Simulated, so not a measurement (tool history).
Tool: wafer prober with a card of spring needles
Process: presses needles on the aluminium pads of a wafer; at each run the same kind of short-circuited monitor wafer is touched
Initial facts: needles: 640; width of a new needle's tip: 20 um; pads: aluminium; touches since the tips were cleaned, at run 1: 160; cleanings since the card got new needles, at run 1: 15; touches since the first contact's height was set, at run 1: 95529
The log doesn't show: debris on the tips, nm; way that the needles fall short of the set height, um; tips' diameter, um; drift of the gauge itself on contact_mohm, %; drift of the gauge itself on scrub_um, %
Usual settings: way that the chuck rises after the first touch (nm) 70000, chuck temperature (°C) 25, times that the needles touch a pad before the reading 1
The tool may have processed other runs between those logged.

run   hour  way that the chuck rises after the first touch (nm)  chuck temperature (°C)  times that the needles touch a pad before the reading  touches since the tips were cleaned  cleanings since the card got new needles  touches since the first contact's height was set  resistance of one needle with its contact and lead (mohm)  way that a needle slides on the pad (nm)
  1    0.0                                                70000                      25                                                      1                                  160                                        15                                             95529                                                        128                                     12550
      14.2  -- tips cleaned on abrasive film
      20.2  -- height of the first contact set anew
      29.0  -- tips cleaned on abrasive film
      43.0  -- tips cleaned on abrasive film
  2   45.6                                                70000                      25                                                      1                                 1219                                        18                                             11808                                                        148                                     12780
      57.2  -- tips cleaned on abrasive film
      71.7  -- tips cleaned on abrasive film
      86.2  -- tips cleaned on abrasive film
  3   95.3                                                70000                      25                                                      1                                 4286                                        21                                             34984                                                        184                                     12720
      98.3  -- tips cleaned on abrasive film
     112.2  -- tips cleaned on abrasive film
     126.8  -- tips cleaned on abrasive film
     140.8  -- tips cleaned on abrasive film
  4  141.8                                                55000                      25                                                      1                                  456                                        25                                             56608                                                        150                                      9910
     153.5  -- tips cleaned on abrasive film
     165.8  -- tips cleaned on abrasive film
  5  165.8                                                70000                      25                                                      1                                    0                                        27                                             67772                                                        130                                     12600
     177.5  -- tips cleaned on abrasive film
     192.0  -- tips cleaned on abrasive film
  6  193.7                                                70000                      61                                                      1                                  823                                        29                                             80773                                                        146                                     12580
     205.4  -- tips cleaned on abrasive film
     218.7  -- tips cleaned on abrasive film
     233.2  -- tips cleaned on abrasive film
  7  235.3                                                70000                      25                                                      3                                  983                                        32                                            100149                                                        133                                     12530
     247.0  -- tips cleaned on abrasive film
     247.3  -- height of the first contact set anew
     258.9  -- tips cleaned on abrasive film
  8  268.2                                                70000                      25                                                      1                                 4346                                        34                                              9759                                                        190                                     12790
     271.2  -- tips cleaned on abrasive film
     285.4  -- tips cleaned on abrasive film
     299.9  -- tips cleaned on abrasive film
  9  308.1                                                70000                      25                                                      1                                 3835                                        37                                             28341                                                        182                                     12750
     313.7  -- tips cleaned on abrasive film
     328.3  -- tips cleaned on abrasive film
     342.6  -- tips cleaned on abrasive film
 10  343.5                                                70000                      25                                                      1                                  449                                        40                                             44824                                                        141                                     12700
     354.8  -- tips cleaned on abrasive film
     369.3  -- tips cleaned on abrasive film
     383.9  -- tips cleaned on abrasive film
 11  387.2                                                70000                      25                                                      1                                 1546                                        43                                             65141                                                        159                                     12650
     395.9  -- tips cleaned on abrasive film
     407.5  -- tips cleaned on abrasive film
 12  412.5                                                70000                      25                                                      1                                 2324                                        45                                             76936                                                        171                                     12620
     420.9  -- tips cleaned on abrasive film
     435.2  -- tips cleaned on abrasive film
 13  443.3                                                70000                      25                                                      1                                 3764                                        47                                             91271                                                        185                                     12550
     449.1  -- tips cleaned on abrasive film
     460.8  -- tips cleaned on abrasive film
 14  467.8                                                70000                      92                                                      1                                 3289                                        49                                            102679                                                        189                                     12550

Run 15, settings as shown, results not yet in. Your forecast:
     473.7  -- tips cleaned on abrasive film
     474.0  -- height of the first contact set anew
     488.5  -- tips cleaned on abrasive film
     503.0  -- tips cleaned on abrasive film
 15  506.2                                                79000                      95                                                      3                                 1493                                        52                                             15024                                                          ?                                         ?

resistance of one needle with its contact and lead (mohm): 141
way that a needle slides on the pad (nm): 14390
Without the tool's hidden state the same run would have given resistance of one needle with its contact and lead (mohm) 131, way that a needle slides on the pad (nm) 14420.
